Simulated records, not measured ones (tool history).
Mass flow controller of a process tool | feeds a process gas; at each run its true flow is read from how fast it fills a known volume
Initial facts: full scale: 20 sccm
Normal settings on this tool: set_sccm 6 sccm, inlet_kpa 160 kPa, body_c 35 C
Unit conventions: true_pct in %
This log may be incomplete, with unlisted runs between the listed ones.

run,hour,set_sccm,inlet_kpa,body_c,true_pct
1,0,6,160,35,99.48
2,331.3,6,160,35,99.39
3,731.3,6,160,35,99.3
4,1138,6,245,35,98.5
5,1437.1,4,160,35,98.59
6,1795.1,4,160,35,98.56
7,2228.6,6,160,35,98.79
8,2520,6,160,35,98.72
9,2748.5,6,160,35,98.57
10,2989.2,6,160,35,98.51
11,3253.3,5,160,35,98.33
12,3582.5,5,160,35,98.3
13,4029.7,5,160,35,98.05
14,4370.1,5,160,36,97.97
15,4614.8,6,204,35,97.56
16,4976.6,6,204,35,97.62
17,5415.6,6,204,35,97.34
18,5663.2,12,274,29,96.91
19,6062.5,4,172,35,97.1
20,6471.8,7,160,25,96.57
21,6835.2,3,275,38,96.4
# hour 7058: gauge calibrated
22,7117.3,3,275,23,96.95
23,7444.6,3,275,23,96.92
24,7721.4,3,275,23,96.72
25,8021,3,253,23,96.89
26,8315,9,253,37,98.92
27,8647.3,11,160,23,98.33
28,9061.3,11,257,32,98.37

Consider 4 possible next runs. They are alternatives, not a sequence: every one starts from the tool as it was left by run 28. What does each give?
A,9498.7,2,245,23,?
B,9498.7,11,267,27,?
C,9498.7,9,154,33,?
D,9498.7,11,257,22,?

run,true_pct
A,96.43
B,97.75
C,98.95
D,97.34
Without the tool's hidden state the same runs would have given:
run,true_pct
A,97.12
B,98.52
C,99.73
D,98.1

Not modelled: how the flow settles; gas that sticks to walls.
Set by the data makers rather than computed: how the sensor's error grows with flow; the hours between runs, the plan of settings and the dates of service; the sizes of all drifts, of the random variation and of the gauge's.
